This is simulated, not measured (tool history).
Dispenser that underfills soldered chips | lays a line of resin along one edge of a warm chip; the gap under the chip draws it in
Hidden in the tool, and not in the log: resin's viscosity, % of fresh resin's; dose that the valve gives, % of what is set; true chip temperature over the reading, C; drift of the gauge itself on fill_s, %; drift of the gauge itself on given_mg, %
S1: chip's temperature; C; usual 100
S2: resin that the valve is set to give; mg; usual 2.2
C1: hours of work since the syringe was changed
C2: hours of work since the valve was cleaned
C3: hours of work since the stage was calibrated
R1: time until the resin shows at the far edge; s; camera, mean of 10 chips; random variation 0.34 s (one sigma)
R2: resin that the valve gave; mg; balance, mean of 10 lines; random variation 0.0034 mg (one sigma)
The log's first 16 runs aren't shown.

At day 8.446: new syringe of resin.
At day 8.925: new syringe of resin.
At day 8.967: dispensing valve cleaned and set on the balance.
Run 17, day 9.071: usual settings but S2 2.43 mg; C1 2; C2 2; C3 546. Result: R1 14.4 s, R2 2.421 mg.
At day 9.483: new syringe of resin.
Run 18, day 9.571: usual settings but S2 2.43 mg; C1 1; C2 9; C3 553. Result: R1 14.7 s, R2 2.406 mg.
At day 9.958: new syringe of resin.
Run 19, day 10.121: usual settings but S1 88 C, S2 2.44 mg; C1 2; C2 17; C3 561. Result: R1 25.8 s, R2 2.412 mg.
At day 10.479: new syringe of resin.
Run 20, day 10.746: usual settings but S1 103 C, S2 2.28 mg; C1 4; C2 26; C3 570. Result: R1 15.2 s, R2 2.246 mg.
At day 10.962: new syringe of resin.
Run 21, day 11.233: usual settings but S1 105 C; C1 4; C2 33; C3 578. Result: R1 14.6 s, R2 2.154 mg.
At day 11.429: new syringe of resin.
Run 22, day 11.708: usual settings but S2 2.72 mg; C1 4; C2 40; C3 584. Result: R1 16.7 s, R2 2.658 mg.
At day 11.908: new syringe of resin.
Run 23, day 12.338: usual settings but S2 2.72 mg; C1 6; C2 49; C3 593. Result: R1 20.5 s, R2 2.648 mg.
At day 12.404: new syringe of resin.
At day 12.917: new syringe of resin.
Run 24, day 12.946: usual settings but S1 98 C, S2 2.3 mg; C1 0; C2 57; C3 602. Result: R1 13.5 s, R2 2.23 mg.
Run 25, day 13.283: usual settings but S1 105 C, S2 2.36 mg; C1 5; C2 62; C3 607. Result: R1 15.1 s, R2 2.277 mg.
At day 13.392: new syringe of resin.
At day 13.529: dispensing valve cleaned and set on the balance.
Run 26, day 13.788: usual settings but S1 107 C, S2 2.06 mg; C1 5; C2 4; C3 614. Result: R1 14.3 s, R2 2.054 mg.
At day 13.908: new syringe of resin.
At day 14.4: new syringe of resin.
Run 27, day 14.417: usual settings but S1 103 C, S2 2.52 mg; C1 0; C2 13; C3 623. Result: R1 11.3 s, R2 2.503 mg.
At day 14.871: new syringe of resin.
Run 28, day 15.004: usual settings but S1 110 C, S2 2.44 mg; C1 2; C2 21; C3 631. Result: R1 9.7 s, R2 2.412 mg.

The next listed run, before its measurement:
At day 15.367: new syringe of resin.
Run 29, day 15.396: usual settings but S1 110 C, S2 2.44 mg; C1 0; C2 27; C3 637. Result: R1 ?, R2 ?.

R1: 8.6 s
R2: 2.406 mg
Without the tool's hidden state the same run would have given R1 9.9 s, R2 2.44 mg.

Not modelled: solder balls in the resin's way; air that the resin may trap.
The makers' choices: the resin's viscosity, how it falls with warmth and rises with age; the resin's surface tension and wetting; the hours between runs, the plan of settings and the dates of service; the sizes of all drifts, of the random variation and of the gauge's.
